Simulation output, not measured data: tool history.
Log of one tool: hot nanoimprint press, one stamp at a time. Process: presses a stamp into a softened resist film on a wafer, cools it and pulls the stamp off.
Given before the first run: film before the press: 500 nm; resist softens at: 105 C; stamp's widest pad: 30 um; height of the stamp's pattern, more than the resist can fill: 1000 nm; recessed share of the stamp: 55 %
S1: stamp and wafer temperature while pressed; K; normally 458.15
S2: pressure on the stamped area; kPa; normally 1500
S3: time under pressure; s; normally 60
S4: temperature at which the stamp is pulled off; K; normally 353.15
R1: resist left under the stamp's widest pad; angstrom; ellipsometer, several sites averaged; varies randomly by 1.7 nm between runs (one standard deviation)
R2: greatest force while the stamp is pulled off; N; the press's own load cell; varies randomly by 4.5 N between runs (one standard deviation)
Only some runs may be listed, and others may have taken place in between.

run,hour,S1,S2,S3,S4,R1,R2
1,0.0,458.15,1500,60,353.15,2750,225
2,8.2,458.15,1500,60,353.15,2745,224
3,16.7,458.15,1720,60,353.15,2620,225
4,25.8,458.15,1720,60,353.15,2593,228
5,33.7,458.15,1720,60,353.15,2618,227
# hour 46.3: stamp cleaned and given a new release coat
6,46.8,458.15,1720,60,353.15,2591,216
7,54.0,458.15,1720,60,353.15,2614,220
8,59.4,458.15,1020,60,353.15,3240,227
9,68.5,458.15,1500,60,353.15,2750,213
10,76.0,458.15,1500,60,353.15,2773,218
11,82.3,451.15,1500,60,353.15,3245,222
12,89.0,451.15,1500,60,353.15,3248,226
13,98.6,447.15,1500,60,351.15,3540,219

Forecast run 14:
14,107.3,466.15,1170,36,357.15,?,?

Run 14 yielded R1 3001 angstrom, R2 205 N.
On a tool with no hidden condition, and with the same random variation, this run would have come out at R1 3005 angstrom, R2 204 N.

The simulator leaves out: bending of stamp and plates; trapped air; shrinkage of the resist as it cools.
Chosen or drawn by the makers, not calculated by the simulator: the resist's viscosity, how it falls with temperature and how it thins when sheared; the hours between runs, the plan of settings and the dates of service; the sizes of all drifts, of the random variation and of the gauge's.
